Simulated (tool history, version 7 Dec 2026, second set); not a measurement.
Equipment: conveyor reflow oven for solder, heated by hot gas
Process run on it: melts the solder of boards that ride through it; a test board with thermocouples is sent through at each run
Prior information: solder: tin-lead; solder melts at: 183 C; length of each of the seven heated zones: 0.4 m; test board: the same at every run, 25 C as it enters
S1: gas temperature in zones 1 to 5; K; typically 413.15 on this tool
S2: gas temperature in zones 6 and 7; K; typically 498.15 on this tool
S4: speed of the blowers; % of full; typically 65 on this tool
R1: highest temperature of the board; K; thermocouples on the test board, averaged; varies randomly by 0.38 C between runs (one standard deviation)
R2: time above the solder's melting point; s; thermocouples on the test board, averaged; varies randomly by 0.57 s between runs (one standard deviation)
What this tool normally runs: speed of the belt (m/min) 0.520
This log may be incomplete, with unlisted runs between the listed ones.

Run 1, day 0.000: usual settings. Result: R1 482.25 K, R2 61.9 s.
Run 2, day 0.433: usual settings. Result: R1 483.25 K, R2 62.2 s.
Run 3, day 1.104: usual settings. Result: R1 482.65 K, R2 62.7 s.
Run 4, day 1.650: usual settings. Result: R1 483.35 K, R2 62.9 s.
Run 5, day 2.204: usual settings but S1 408.15 K. Result: R1 482.65 K, R2 59.3 s.
Run 6, day 2.604: usual settings but S4 61 % of full. Result: R1 482.55 K, R2 60.7 s.
Run 7, day 3.333: usual settings but S4 61 % of full. Result: R1 482.25 K, R2 61.8 s.
Run 8, day 4.071: usual settings but S4 61 % of full. Result: R1 482.45 K, R2 60.7 s.
At day 4.746: flux residue cleaned out of gas plates and filters.
Run 9, day 5.025: usual settings but S4 61 % of full. Result: R1 483.65 K, R2 62.2 s.
Run 10, day 5.592: usual settings but S1 417.15 K, S2 496.15 K, speed of the belt (m/min) 0.618, S4 57 % of full. Result: R1 475.95 K, R2 44.2 s.
Run 11, day 6.258: usual settings but S1 405.15 K, S2 495.15 K, speed of the belt (m/min) 0.560. Result: R1 478.05 K, R2 48.9 s.
Run 12, day 6.658: usual settings but S1 401.15 K, S2 508.15 K, speed of the belt (m/min) 0.559, S4 87 % of full. Result: R1 492.35 K, R2 62.8 s.

Branching from run 12: 3 alternative next runs. What would each branch give?
Run A, day 7.017: usual settings but S1 401.15 K, S2 497.15 K, speed of the belt (m/min) 0.559, S4 87 % of full. Result: R1 ?, R2 ?.
Run B, day 7.017: usual settings but S1 424.15 K, S2 486.15 K, speed of the belt (m/min) 0.555, S4 87 % of full. Result: R1 ?, R2 ?.
Run C, day 7.017: usual settings but S2 509.15 K, S4 88 % of full. Result: R1 ?, R2 ?.

run      R1    R2
  A  482.15  53.4
  B  477.05  57.8
  C  497.75  76.0
The same runs, with their run-to-run variation unchanged, on a tool lacking any hidden condition would have given:
run      R1    R2
  A  481.75  53.0
  B  476.55  57.2
  C  497.25  75.6

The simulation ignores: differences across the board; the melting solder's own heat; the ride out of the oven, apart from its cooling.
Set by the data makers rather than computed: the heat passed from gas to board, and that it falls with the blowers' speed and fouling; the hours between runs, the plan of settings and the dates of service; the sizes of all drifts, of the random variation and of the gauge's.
